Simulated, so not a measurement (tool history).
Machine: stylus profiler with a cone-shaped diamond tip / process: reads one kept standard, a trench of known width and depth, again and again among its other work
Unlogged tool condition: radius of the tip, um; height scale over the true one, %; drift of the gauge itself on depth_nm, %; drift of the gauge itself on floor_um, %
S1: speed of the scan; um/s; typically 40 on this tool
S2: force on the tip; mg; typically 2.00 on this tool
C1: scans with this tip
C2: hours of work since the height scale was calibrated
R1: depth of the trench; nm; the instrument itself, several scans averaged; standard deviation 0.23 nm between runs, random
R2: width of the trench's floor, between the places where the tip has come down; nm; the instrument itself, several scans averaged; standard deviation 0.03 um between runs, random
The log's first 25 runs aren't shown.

run 26 hour=2453.1 | S1=42 S2=0.94 | C1=18378 C2=554 | R1=1007.37 R2=93900
-- hour=2482.4 new tip fitted, height scale calibrated
run 27 hour=2525.6 | S1=34 S2=4.78 | C1=191 C2=22 | R1=1015.39 R2=96360
run 28 hour=2585.9 | S1=87 S2=1.91 | C1=459 C2=52 | R1=1008.31 R2=95840
run 29 hour=2700.5 | S1=20 S2=3.31 | C1=966 C2=109 | R1=1012.10 R2=96270
run 30 hour=2826.2 | S1=100 S2=3.21 | C1=1522 C2=172 | R1=1012.05 R2=95770
run 31 hour=2917.6 | S1=100 S2=3.21 | C1=1927 C2=217 | R1=1012.30 R2=95720
run 32 hour=2994.5 | S1=88 S2=1.35 | C1=2267 C2=256 | R1=1007.42 R2=95500
run 33 hour=3087.3 | S1=88 S2=1.35 | C1=2678 C2=302 | R1=1007.17 R2=95400
run 34 hour=3165.4 | S1=35 S2=1.35 | C1=3024 C2=341 | R1=1007.24 R2=95810
run 35 hour=3269.4 | S1=50 S2=2.37 | C1=3484 C2=393 | R1=1010.39 R2=95720
run 36 hour=3386.3 | S1=15 S2=5.26 | C1=4002 C2=451 | R1=1017.52 R2=95910
run 37 hour=3455.4 | S1=15 S2=5.26 | C1=4308 C2=486 | R1=1017.77 R2=95890

For run 38, what comes out?
run 38 hour=3530.6 | S1=49 S2=2.81 | C1=4641 C2=523 | R1=? R2=?

R1: 1012.28 nm
R2: 95630 nm
With the hidden condition absent and the run-to-run variation left alone, this run would have shown R1 1010.64 nm, R2 96280 nm.

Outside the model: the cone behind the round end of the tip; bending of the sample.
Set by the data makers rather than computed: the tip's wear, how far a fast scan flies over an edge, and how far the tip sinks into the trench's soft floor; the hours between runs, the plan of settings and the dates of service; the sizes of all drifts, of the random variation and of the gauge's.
